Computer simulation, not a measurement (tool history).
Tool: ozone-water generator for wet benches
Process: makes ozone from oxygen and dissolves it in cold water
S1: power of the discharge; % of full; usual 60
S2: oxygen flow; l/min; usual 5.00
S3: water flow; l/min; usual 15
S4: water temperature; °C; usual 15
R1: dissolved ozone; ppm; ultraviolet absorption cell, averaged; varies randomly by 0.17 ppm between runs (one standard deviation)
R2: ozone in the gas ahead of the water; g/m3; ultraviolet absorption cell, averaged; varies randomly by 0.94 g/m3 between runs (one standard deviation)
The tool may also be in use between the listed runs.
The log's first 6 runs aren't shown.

Run 7, hour 336.6: usual settings but S4 9 °C. Result: R1 25.5 ppm, R2 160.0 g/m3.
Run 8, hour 381.5: usual settings but S4 9 °C. Result: R1 25.5 ppm, R2 160.0 g/m3.
Run 9, hour 438.4: usual settings but S4 9 °C. Result: R1 25.7 ppm, R2 162.2 g/m3.
Run 10, hour 507.3: usual settings but S4 9 °C. Result: R1 25.6 ppm, R2 160.5 g/m3.
Run 11, hour 559.7: usual settings but S4 9 °C. Result: R1 25.9 ppm, R2 161.9 g/m3.
Run 12, hour 598.0: usual settings but S4 9 °C. Result: R1 25.6 ppm, R2 161.4 g/m3.
Run 13, hour 634.3: usual settings but S4 21 °C. Result: R1 21.1 ppm, R2 161.0 g/m3.
Run 14, hour 704.1: usual settings but S3 9 l/min, S4 21 °C. Result: R1 27.7 ppm, R2 162.9 g/m3.
Run 15, hour 751.0: usual settings but S2 4.54 l/min. Result: R1 23.5 ppm, R2 170.9 g/m3.
Run 16, hour 806.5: usual settings but S2 4.54 l/min. Result: R1 23.2 ppm, R2 169.2 g/m3.
Run 17, hour 876.4: usual settings but S1 73 % of full, S2 3.20 l/min, S3 16 l/min, S4 8 °C. Result: R1 26.2 ppm, R2 226.9 g/m3.
Run 18, hour 906.0: usual settings but S1 58 % of full, S2 3.81 l/min, S3 12 l/min. Result: R1 26.6 ppm, R2 185.1 g/m3.
At hour 963.7: gauge calibrated.
Run 19, hour 974.9: usual settings but S1 52 % of full, S2 2.60 l/min, S3 9 l/min, S4 8 °C. Result: R1 32.6 ppm, R2 204.5 g/m3.
Run 20, hour 1009.6: usual settings but S1 71 % of full, S2 3.14 l/min. Result: R1 25.0 ppm, R2 222.6 g/m3.
Run 21, hour 1065.1: usual settings but S1 47 % of full, S2 4.65 l/min, S4 7 °C. Result: R1 22.8 ppm, R2 144.8 g/m3.
Run 22, hour 1134.7: usual settings but S2 8.41 l/min, S3 12 l/min. Result: R1 25.2 ppm, R2 122.2 g/m3.
Run 23, hour 1168.9: usual settings but S2 8.41 l/min, S3 12 l/min. Result: R1 24.9 ppm, R2 121.9 g/m3.
Run 24, hour 1228.9: usual settings but S2 8.41 l/min, S3 12 l/min. Result: R1 25.1 ppm, R2 122.6 g/m3.
Run 25, hour 1273.9: usual settings but S1 76 % of full, S2 4.84 l/min, S3 13 l/min. Result: R1 29.0 ppm, R2 187.8 g/m3.
Run 26, hour 1320.3: usual settings but S2 8.37 l/min. Result: R1 22.5 ppm, R2 121.4 g/m3.
Run 27, hour 1391.9: usual settings but S2 8.37 l/min, S3 9 l/min. Result: R1 28.0 ppm, R2 122.5 g/m3.
Run 28, hour 1438.5: usual settings but S1 75 % of full, S2 3.63 l/min, S3 12 l/min, S4 18 °C. Result: R1 29.2 ppm, R2 214.8 g/m3.
Run 29, hour 1469.1: usual settings but S1 90 % of full, S2 4.93 l/min, S3 10 l/min, S4 9 °C. Result: R1 40.7 ppm, R2 201.9 g/m3.
Run 30, hour 1539.6: usual settings but S1 47 % of full, S2 3.06 l/min, S3 23 l/min. Result: R1 14.3 ppm, R2 180.5 g/m3.

Run 31, settings as shown, results not yet in. Your forecast:
Run 31, hour 1593.8: usual settings but S1 86 % of full, S2 6.58 l/min, S3 12 l/min, S4 9 °C. Result: R1 ?, R2 ?.

R1: 35.2 ppm
R2: 171.4 g/m3
Had the tool carried no hidden state, the very same run would have given R1 35.2 ppm, R2 168.3 g/m3.
